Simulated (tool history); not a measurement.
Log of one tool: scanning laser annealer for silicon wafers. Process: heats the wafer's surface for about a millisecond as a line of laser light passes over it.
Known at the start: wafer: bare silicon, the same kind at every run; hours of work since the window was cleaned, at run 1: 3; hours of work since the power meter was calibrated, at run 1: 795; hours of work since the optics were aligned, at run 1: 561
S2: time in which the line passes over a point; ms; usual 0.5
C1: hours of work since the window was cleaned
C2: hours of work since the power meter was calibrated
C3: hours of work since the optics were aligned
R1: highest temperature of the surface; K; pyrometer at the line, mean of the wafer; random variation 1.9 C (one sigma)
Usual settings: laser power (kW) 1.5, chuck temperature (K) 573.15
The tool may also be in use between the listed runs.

{"run": 1, "hour": 0.0, "laser power (kW)": 1.5, "S2": 0.5, "chuck temperature (K)": 573.15, "C1": 3, "C2": 795, "C3": 561, "R1": 1404.15}
{"run": 2, "hour": 49.8, "laser power (kW)": 1.5, "S2": 0.5, "chuck temperature (K)": 573.15, "C1": 37, "C2": 829, "C3": 595, "R1": 1401.15}
{"run": 3, "hour": 86.0, "laser power (kW)": 1.5, "S2": 0.5, "chuck temperature (K)": 573.15, "C1": 62, "C2": 854, "C3": 620, "R1": 1402.15}
{"run": 4, "hour": 109.4, "laser power (kW)": 1.5, "S2": 0.5, "chuck temperature (K)": 573.15, "C1": 78, "C2": 870, "C3": 636, "R1": 1404.15}
{"run": 5, "hour": 157.8, "laser power (kW)": 1.5, "S2": 0.5, "chuck temperature (K)": 573.15, "C1": 111, "C2": 903, "C3": 669, "R1": 1404.15}
{"run": 6, "hour": 208.5, "laser power (kW)": 1.5, "S2": 0.5, "chuck temperature (K)": 573.15, "C1": 146, "C2": 938, "C3": 703, "R1": 1401.15}
{"run": 7, "hour": 255.6, "laser power (kW)": 1.5, "S2": 0.5, "chuck temperature (K)": 573.15, "C1": 178, "C2": 970, "C3": 736, "R1": 1401.15}
{"run": 8, "hour": 308.1, "laser power (kW)": 1.517, "S2": 0.5, "chuck temperature (K)": 573.15, "C1": 214, "C2": 1006, "C3": 772, "R1": 1413.15}
{"run": 9, "hour": 337.4, "laser power (kW)": 1.5, "S2": 0.5, "chuck temperature (K)": 573.15, "C1": 234, "C2": 1026, "C3": 792, "R1": 1404.15}
{"run": 10, "hour": 373.0, "laser power (kW)": 1.5, "S2": 0.5, "chuck temperature (K)": 573.15, "C1": 258, "C2": 1050, "C3": 816, "R1": 1406.15}
{"run": 11, "hour": 412.3, "laser power (kW)": 1.5, "S2": 0.5, "chuck temperature (K)": 573.15, "C1": 285, "C2": 1077, "C3": 843, "R1": 1401.15}
{"run": 12, "hour": 448.4, "laser power (kW)": 1.5, "S2": 0.5, "chuck temperature (K)": 573.15, "C1": 309, "C2": 1102, "C3": 867, "R1": 1404.15}
{"run": 13, "hour": 478.1, "laser power (kW)": 1.5, "S2": 0.5, "chuck temperature (K)": 573.15, "C1": 330, "C2": 1122, "C3": 888, "R1": 1404.15}
{"run": 14, "hour": 524.5, "laser power (kW)": 1.5, "S2": 0.5, "chuck temperature (K)": 573.15, "C1": 361, "C2": 1154, "C3": 919, "R1": 1402.15}
{"run": 15, "hour": 558.1, "laser power (kW)": 1.5, "S2": 0.5, "chuck temperature (K)": 573.15, "C1": 384, "C2": 1177, "C3": 942, "R1": 1402.15}
{"hour": 593.4, "done": "optics aligned, line set to its width"}
{"run": 16, "hour": 610.3, "laser power (kW)": 1.5, "S2": 0.5, "chuck temperature (K)": 573.15, "C1": 417, "C2": 1209, "C3": 12, "R1": 1403.15}
{"run": 17, "hour": 646.4, "laser power (kW)": 1.5, "S2": 0.5, "chuck temperature (K)": 573.15, "C1": 441, "C2": 1233, "C3": 36, "R1": 1403.15}
{"run": 18, "hour": 691.5, "laser power (kW)": 1.5, "S2": 0.396, "chuck temperature (K)": 573.15, "C1": 472, "C2": 1264, "C3": 67, "R1": 1306.15}
{"run": 19, "hour": 739.0, "laser power (kW)": 1.5, "S2": 0.52, "chuck temperature (K)": 573.15, "C1": 505, "C2": 1297, "C3": 100, "R1": 1420.15}
{"hour": 776.6, "done": "window over the wafer cleaned"}
{"run": 20, "hour": 789.6, "laser power (kW)": 1.5, "S2": 0.52, "chuck temperature (K)": 573.15, "C1": 9, "C2": 1330, "C3": 133, "R1": 1419.15}
{"run": 21, "hour": 819.1, "laser power (kW)": 1.5, "S2": 0.52, "chuck temperature (K)": 573.15, "C1": 29, "C2": 1350, "C3": 153, "R1": 1421.15}
{"run": 22, "hour": 854.4, "laser power (kW)": 1.632, "S2": 0.362, "chuck temperature (K)": 553.15, "C1": 53, "C2": 1374, "C3": 177, "R1": 1332.15}
{"run": 23, "hour": 902.0, "laser power (kW)": 1.632, "S2": 0.362, "chuck temperature (K)": 553.15, "C1": 86, "C2": 1407, "C3": 210, "R1": 1334.15}
{"run": 24, "hour": 951.8, "laser power (kW)": 1.632, "S2": 0.362, "chuck temperature (K)": 553.15, "C1": 120, "C2": 1441, "C3": 244, "R1": 1328.15}
{"run": 25, "hour": 995.1, "laser power (kW)": 1.486, "S2": 0.386, "chuck temperature (K)": 542.15, "C1": 149, "C2": 1470, "C3": 273, "R1": 1263.15}
{"run": 26, "hour": 1021.2, "laser power (kW)": 1.5, "S2": 0.357, "chuck temperature (K)": 538.15, "C1": 167, "C2": 1488, "C3": 291, "R1": 1238.15}
{"run": 27, "hour": 1047.4, "laser power (kW)": 1.482, "S2": 0.567, "chuck temperature (K)": 579.15, "C1": 185, "C2": 1506, "C3": 309, "R1": 1450.15}
{"run": 28, "hour": 1072.1, "laser power (kW)": 1.535, "S2": 0.5, "chuck temperature (K)": 559.15, "C1": 202, "C2": 1523, "C3": 326, "R1": 1412.15}
{"run": 29, "hour": 1105.8, "laser power (kW)": 1.535, "S2": 0.5, "chuck temperature (K)": 559.15, "C1": 225, "C2": 1546, "C3": 349, "R1": 1413.15}
{"run": 30, "hour": 1136.9, "laser power (kW)": 1.391, "S2": 0.527, "chuck temperature (K)": 610.15, "C1": 246, "C2": 1567, "C3": 370, "R1": 1389.15}
{"run": 31, "hour": 1190.9, "laser power (kW)": 1.461, "S2": 0.601, "chuck temperature (K)": 585.15, "C1": 283, "C2": 1604, "C3": 407, "R1": 1467.15}
{"run": 32, "hour": 1227.4, "laser power (kW)": 1.461, "S2": 0.601, "chuck temperature (K)": 585.15, "C1": 308, "C2": 1629, "C3": 432, "R1": 1468.15}
{"run": 33, "hour": 1268.3, "laser power (kW)": 1.461, "S2": 0.472, "chuck temperature (K)": 585.15, "C1": 336, "C2": 1657, "C3": 460, "R1": 1366.15}
{"run": 34, "hour": 1318.3, "laser power (kW)": 1.286, "S2": 0.418, "chuck temperature (K)": 585.15, "C1": 370, "C2": 1691, "C3": 494, "R1": 1213.15}
{"run": 35, "hour": 1343.4, "laser power (kW)": 1.523, "S2": 0.39, "chuck temperature (K)": 555.15, "C1": 387, "C2": 1708, "C3": 511, "R1": 1302.15}
{"run": 36, "hour": 1368.6, "laser power (kW)": 1.42, "S2": 0.571, "chuck temperature (K)": 554.15, "C1": 405, "C2": 1726, "C3": 528, "R1": 1387.15}
{"run": 37, "hour": 1415.1, "laser power (kW)": 1.367, "S2": 0.35, "chuck temperature (K)": 554.15, "C1": 436, "C2": 1757, "C3": 560, "R1": 1171.15}
{"run": 38, "hour": 1438.0, "laser power (kW)": 1.367, "S2": 0.35, "chuck temperature (K)": 554.15, "C1": 452, "C2": 1773, "C3": 576, "R1": 1166.15}
{"run": 39, "hour": 1479.5, "laser power (kW)": 1.367, "S2": 0.35, "chuck temperature (K)": 554.15, "C1": 480, "C2": 1801, "C3": 604, "R1": 1173.15}
{"run": 40, "hour": 1533.1, "laser power (kW)": 1.524, "S2": 0.577, "chuck temperature (K)": 536.15, "C1": 517, "C2": 1838, "C3": 641, "R1": 1444.15}
{"hour": 1552.5, "done": "window over the wafer cleaned"}
{"run": 41, "hour": 1560.6, "laser power (kW)": 1.5, "S2": 0.5, "chuck temperature (K)": 553.15, "C1": 5, "C2": 1855, "C3": 658, "R1": 1382.15}
{"run": 42, "hour": 1594.2, "laser power (kW)": 1.5, "S2": 0.398, "chuck temperature (K)": 578.15, "C1": 28, "C2": 1878, "C3": 681, "R1": 1316.15}

Hidden state at the last listed run before each entry between runs and at the first one after, where it differs:
Between runs 15 and 16: optics aligned, line set to its width (hour 593.4)
  width of the line over the set one, %: 0.09 -> 0
Between runs 19 and 20: window over the wafer cleaned (hour 776.6)
  light that passes the window, % of a clean one's: 99.91 -> 99.99
Between runs 40 and 41: window over the wafer cleaned (hour 1552.5)
  light that passes the window, % of a clean one's: 99.91 -> 100
